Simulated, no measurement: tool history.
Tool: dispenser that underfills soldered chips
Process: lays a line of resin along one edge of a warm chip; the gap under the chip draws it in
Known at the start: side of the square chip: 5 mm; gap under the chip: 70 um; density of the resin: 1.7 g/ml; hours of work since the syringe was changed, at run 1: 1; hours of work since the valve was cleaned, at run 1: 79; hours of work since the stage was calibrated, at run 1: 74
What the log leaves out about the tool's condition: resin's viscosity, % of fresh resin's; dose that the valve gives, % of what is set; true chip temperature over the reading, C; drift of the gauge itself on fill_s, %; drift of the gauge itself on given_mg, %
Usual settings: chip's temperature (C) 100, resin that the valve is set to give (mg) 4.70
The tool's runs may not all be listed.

run	hour	chip's temperature (C)	resin that the valve is set to give (mg)	hours of work since the syringe was changed	hours of work since the valve was cleaned	hours of work since the stage was calibrated	time until the resin shows at the far edge (s)	resin that the valve gave (mg)
1	0.0	100	4.70	1	79	74	21.5	4.48
# hour 6.2: dispensing valve cleaned and set on the balance
# hour 6.9: new syringe of resin
2	9.1	100	4.70	2	2	79	21.6	4.71
# hour 14.5: new syringe of resin
3	16.7	100	4.70	2	8	85	22.1	4.68
4	20.2	100	4.70	4	10	88	25.3	4.68
# hour 21.9: new syringe of resin
5	28.2	100	4.70	5	16	94	25.8	4.69
# hour 29.2: new syringe of resin
6	34.3	100	5.91	4	21	98	24.2	5.83
# hour 36.8: new syringe of resin
7	39.4	100	5.91	2	24	102	21.8	5.81
# hour 44.3: new syringe of resin
8	44.3	100	4.70	0	28	105	20.6	4.62
9	49.5	100	4.70	4	32	109	23.8	4.62
# hour 51.7: new syringe of resin
10	55.2	100	4.70	3	36	113	23.1	4.60
# hour 59.3: new syringe of resin
11	60.7	100	4.70	1	40	117	20.7	4.59
12	64.9	100	5.57	4	43	121	24.3	5.41
# hour 66.7: new syringe of resin
13	70.4	91	4.97	3	47	125	30.1	4.83
# hour 74.5: new syringe of resin
14	77.6	91	4.97	2	52	130	29.6	4.83
15	81.0	91	4.97	5	55	132	33.1	4.81
# hour 81.9: new syringe of resin
16	86.0	86	4.89	3	59	136	35.6	4.73
# hour 89.6: new syringe of resin
17	92.9	108	4.27	2	64	141	18.6	4.09
# hour 97.0: new syringe of resin
18	98.6	108	4.27	1	68	145	18.4	4.11
19	103.7	100	5.67	5	72	149	25.3	5.43
# hour 104.6: new syringe of resin
20	110.2	92	4.30	4	76	154	31.5	4.11
# hour 112.1: new syringe of resin
21	118.1	110	4.05	5	82	160	19.3	3.85
# hour 119.4: new syringe of resin
# hour 120.4: dispensing valve cleaned and set on the balance
22	125.1	110	4.05	4	4	164	18.6	4.05
# hour 128.3: new syringe of resin
23	129.8	109	4.81	1	7	167	16.5	4.79
24	133.3	97	5.06	4	10	170	26.0	5.04

What if the next run were any one of these 4? Each begins from the tool's condition after run 24:
# hour 136.0: new syringe of resin
A	137.0	101	5.93	1	12	173	?	?
# hour 136.0: new syringe of resin
B	137.0	114	5.63	1	12	173	?	?
# hour 136.0: new syringe of resin
C	137.0	89	4.30	1	12	173	?	?
# hour 136.0: new syringe of resin
D	137.0	100	5.59	1	12	173	?	?

run	time until the resin shows at the far edge (s)	resin that the valve gave (mg)
A	20.1	5.88
B	14.5	5.59
C	30.2	4.27
D	21.0	5.55
Without the tool's unlogged condition, the same runs would have read:
run	time until the resin shows at the far edge (s)	resin that the valve gave (mg)
A	19.6	5.93
B	14.1	5.64
C	29.4	4.31
D	20.5	5.60
